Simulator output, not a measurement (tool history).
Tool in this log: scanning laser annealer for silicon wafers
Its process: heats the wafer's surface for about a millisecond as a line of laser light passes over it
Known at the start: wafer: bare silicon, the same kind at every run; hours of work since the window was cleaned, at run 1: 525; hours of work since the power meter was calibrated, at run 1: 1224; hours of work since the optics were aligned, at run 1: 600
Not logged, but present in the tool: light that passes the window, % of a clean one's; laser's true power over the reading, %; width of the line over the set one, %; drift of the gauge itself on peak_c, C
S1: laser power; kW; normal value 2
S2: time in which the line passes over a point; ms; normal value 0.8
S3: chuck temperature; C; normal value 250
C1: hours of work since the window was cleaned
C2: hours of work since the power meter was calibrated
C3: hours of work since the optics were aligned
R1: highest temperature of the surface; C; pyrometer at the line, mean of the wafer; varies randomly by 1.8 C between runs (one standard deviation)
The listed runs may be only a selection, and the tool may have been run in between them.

Run 1, hour 0: usual settings; C1 525; C2 1224; C3 600. Result: R1 966 C.
Run 2, hour 50.6: usual settings; C1 551; C2 1250; C3 626. Result: R1 966 C.
Run 3, hour 104: usual settings; C1 578; C2 1278; C3 654. Result: R1 967 C.
Run 4, hour 191.6: usual settings but S2 0.563 ms; C1 624; C2 1323; C3 699. Result: R1 849 C.
Run 5, hour 278.1: usual settings but S2 0.563 ms, S3 265 C; C1 668; C2 1368; C3 744. Result: R1 864 C.
Run 6, hour 348.9: usual settings; C1 705; C2 1405; C3 781. Result: R1 963 C.
Run 7, hour 389.2: usual settings; C1 726; C2 1425; C3 802. Result: R1 961 C.
Run 8, hour 473.3: usual settings but S2 0.94 ms; C1 769; C2 1469; C3 845. Result: R1 1024 C.
Run 9, hour 539.7: usual settings but S2 0.94 ms; C1 804; C2 1503; C3 879. Result: R1 1026 C.
Run 10, hour 582.3: usual settings but S2 0.94 ms; C1 826; C2 1525; C3 901. Result: R1 1023 C.
Run 11, hour 623.3: usual settings but S2 0.94 ms; C1 847; C2 1546; C3 923. Result: R1 1024 C.
At hour 668.8: window over the wafer cleaned.
Run 12, hour 714.7: usual settings but S2 0.94 ms; C1 24; C2 1593; C3 969. Result: R1 1024 C.
Run 13, hour 759.7: usual settings but S2 0.75 ms; C1 47; C2 1616; C3 992. Result: R1 943 C.
Run 14, hour 815.5: usual settings but S2 0.969 ms; C1 76; C2 1645; C3 1021. Result: R1 1035 C.
Run 15, hour 865.6: usual settings; C1 102; C2 1671; C3 1047. Result: R1 967 C.
Run 16, hour 926.9: usual settings; C1 133; C2 1702; C3 1079. Result: R1 968 C.
Run 17, hour 964.7: usual settings but S3 264 C; C1 153; C2 1722; C3 1098. Result: R1 980 C.
Run 18, hour 1011.8: usual settings but S3 218 C; C1 177; C2 1746; C3 1122. Result: R1 933 C.
Run 19, hour 1048: usual settings but S3 218 C; C1 196; C2 1765; C3 1141. Result: R1 935 C.
Run 20, hour 1095.5: usual settings but S2 0.681 ms; C1 221; C2 1790; C3 1166. Result: R1 910 C.
Run 21, hour 1171.8: usual settings but S2 0.649 ms; C1 260; C2 1829; C3 1205. Result: R1 896 C.
Run 22, hour 1250.4: usual settings but S2 0.752 ms, S3 278 C; C1 301; C2 1870; C3 1246. Result: R1 974 C.
Run 23, hour 1297.5: usual settings but S2 0.752 ms, S3 278 C; C1 325; C2 1894; C3 1270. Result: R1 974 C.
Run 24, hour 1367.1: usual settings but S1 1.978 kW, S2 0.752 ms, S3 243 C; C1 361; C2 1930; C3 1306. Result: R1 927 C.
Run 25, hour 1425.1: usual settings but S1 2.051 kW, S2 0.564 ms, S3 235 C; C1 391; C2 1960; C3 1336. Result: R1 854 C.
Run 26, hour 1461.6: usual settings but S1 1.981 kW, S2 0.966 ms, S3 289 C; C1 410; C2 1979; C3 1355. Result: R1 1069 C.
Run 27, hour 1514.1: usual settings but S1 1.981 kW, S2 0.966 ms, S3 289 C; C1 437; C2 2006; C3 1382. Result: R1 1069 C.
Run 28, hour 1575.6: usual settings but S1 2.074 kW, S2 0.783 ms; C1 469; C2 2038; C3 1414. Result: R1 979 C.
Run 29, hour 1626.7: usual settings but S1 2.007 kW, S2 0.738 ms, S3 228 C; C1 495; C2 2064; C3 1440. Result: R1 915 C.
Run 30, hour 1689.2: usual settings but S1 2.007 kW, S2 0.738 ms, S3 228 C; C1 528; C2 2097; C3 1473. Result: R1 917 C.
Run 31, hour 1750.5: usual settings but S1 2.186 kW, S3 229 C; C1 559; C2 2128; C3 1504. Result: R1 1006 C.
Run 32, hour 1829.4: usual settings but S1 2.14 kW; C1 600; C2 2169; C3 1545. Result: R1 1010 C.
Run 33, hour 1884.2: usual settings but S3 222 C; C1 628; C2 2197; C3 1574. Result: R1 936 C.
Run 34, hour 1943.3: usual settings but S3 222 C; C1 659; C2 2228; C3 1604. Result: R1 934 C.
Run 35, hour 2029.9: usual settings but S3 222 C; C1 704; C2 2273; C3 1649. Result: R1 937 C.
Run 36, hour 2094: usual settings but S3 222 C; C1 737; C2 2306; C3 1682. Result: R1 938 C.
Run 37, hour 2131.2: usual settings but S3 222 C; C1 756; C2 2325; C3 1701. Result: R1 941 C.
Run 38, hour 2219: usual settings but S3 222 C; C1 802; C2 2370; C3 1747. Result: R1 936 C.
Run 39, hour 2298.1: usual settings but S1 2.039 kW, S2 0.848 ms, S3 253 C; C1 843; C2 2411; C3 1788. Result: R1 1002 C.
At hour 2356: window over the wafer cleaned.
Run 40, hour 2384.2: usual settings but S1 2.039 kW, S2 0.848 ms, S3 253 C; C1 15; C2 2455; C3 1831. Result: R1 1001 C.

Alternative continuations, all from the tool just after run 40; predict every row:
Run A, hour 2441: usual settings but S1 1.876 kW, S2 0.83 ms; C1 44; C2 2484; C3 1860. Result: R1 ?.
Run B, hour 2441: usual settings but S1 2.141 kW, S2 0.856 ms, S3 266 C; C1 44; C2 2484; C3 1860. Result: R1 ?.
Run C, hour 2441: usual settings but S1 2.039 kW, S2 0.621 ms, S3 223 C; C1 44; C2 2484; C3 1860. Result: R1 ?.
Run D, hour 2441: usual settings but S1 2.189 kW, S2 0.649 ms, S3 218 C; C1 44; C2 2484; C3 1860. Result: R1 ?.
Run E, hour 2441: usual settings but S1 1.849 kW, S2 0.882 ms, S3 214 C; C1 44; C2 2484; C3 1860. Result: R1 ?.

run    R1
  A   940
  B  1055
  C   863
  D   916
  E   913
What these runs would have given with no unlogged condition in the tool:
run    R1
  A   940
  B  1055
  C   863
  D   916
  E   913
